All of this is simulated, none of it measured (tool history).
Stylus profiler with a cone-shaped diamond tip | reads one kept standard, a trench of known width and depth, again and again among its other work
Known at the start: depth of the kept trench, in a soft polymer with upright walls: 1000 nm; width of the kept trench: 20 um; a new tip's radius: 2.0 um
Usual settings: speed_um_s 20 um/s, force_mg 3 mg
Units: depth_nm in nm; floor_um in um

{"run": 1, "hour": 0.0, "speed_um_s": 20, "force_mg": 3, "depth_nm": 1014.56, "floor_um": 14.56}
{"run": 2, "hour": 30.5, "speed_um_s": 20, "force_mg": 3, "depth_nm": 1014.85, "floor_um": 14.58}
{"run": 3, "hour": 64.9, "speed_um_s": 20, "force_mg": 3, "depth_nm": 1014.28, "floor_um": 14.51}
{"run": 4, "hour": 90.2, "speed_um_s": 20, "force_mg": 3, "depth_nm": 1014.48, "floor_um": 14.51}
{"run": 5, "hour": 129.7, "speed_um_s": 20, "force_mg": 3, "depth_nm": 1014.68, "floor_um": 14.48}
{"run": 6, "hour": 173.7, "speed_um_s": 20, "force_mg": 3, "depth_nm": 1014.18, "floor_um": 14.34}
{"run": 7, "hour": 206.6, "speed_um_s": 7, "force_mg": 3, "depth_nm": 1014.23, "floor_um": 14.35}
{"run": 8, "hour": 249.2, "speed_um_s": 20, "force_mg": 3.69, "depth_nm": 1016.52, "floor_um": 14.28}
{"run": 9, "hour": 272.6, "speed_um_s": 20, "force_mg": 3, "depth_nm": 1014.18, "floor_um": 14.22}
{"run": 10, "hour": 301.7, "speed_um_s": 20, "force_mg": 3, "depth_nm": 1014.21, "floor_um": 14.22}
{"hour": 325.1, "done": "height scale calibrated on a step standard"}
{"run": 11, "hour": 352.0, "speed_um_s": 20, "force_mg": 3, "depth_nm": 1017.7, "floor_um": 14.16}
{"run": 12, "hour": 396.4, "speed_um_s": 67, "force_mg": 1.62, "depth_nm": 1011.45, "floor_um": 13.91}
{"run": 13, "hour": 435.2, "speed_um_s": 67, "force_mg": 1.62, "depth_nm": 1011.45, "floor_um": 13.89}
{"run": 14, "hour": 470.6, "speed_um_s": 7, "force_mg": 3.67, "depth_nm": 1020.05, "floor_um": 14}
{"run": 15, "hour": 495.9, "speed_um_s": 17, "force_mg": 8.13, "depth_nm": 1033.95, "floor_um": 14.07}
{"run": 16, "hour": 521.8, "speed_um_s": 23, "force_mg": 1.39, "depth_nm": 1009.93, "floor_um": 13.97}
{"run": 17, "hour": 557.8, "speed_um_s": 23, "force_mg": 1.39, "depth_nm": 1010.04, "floor_um": 13.9}
{"run": 18, "hour": 589.2, "speed_um_s": 13, "force_mg": 1.46, "depth_nm": 1010.25, "floor_um": 13.91}
{"run": 19, "hour": 627.3, "speed_um_s": 5, "force_mg": 2.48, "depth_nm": 1014.86, "floor_um": 13.88}
{"run": 20, "hour": 649.0, "speed_um_s": 48, "force_mg": 7.07, "depth_nm": 1030.57, "floor_um": 13.85}
{"run": 21, "hour": 687.1, "speed_um_s": 67, "force_mg": 7.98, "depth_nm": 1033.43, "floor_um": 13.69}
{"run": 22, "hour": 725.5, "speed_um_s": 47, "force_mg": 4.4, "depth_nm": 1022.14, "floor_um": 13.63}

3 ways to go on from here, each from the tool as it stands after run 22. What would each give?
{"run": "A", "hour": 773.3, "speed_um_s": 32, "force_mg": 4.4, "depth_nm": "?", "floor_um": "?"}
{"run": "B", "hour": 773.3, "speed_um_s": 22, "force_mg": 4.22, "depth_nm": "?", "floor_um": "?"}
{"run": "C", "hour": 773.3, "speed_um_s": 44, "force_mg": 4.86, "depth_nm": "?", "floor_um": "?"}

run=A depth_nm=1021.59 floor_um=13.65
run=B depth_nm=1021.19 floor_um=13.6
run=C depth_nm=1022.97 floor_um=13.67
Without the tool's hidden state the same runs would have given:
run=A depth_nm=1022.42 floor_um=16.49
run=B depth_nm=1022.03 floor_um=16.44
run=C depth_nm=1023.8 floor_um=16.51
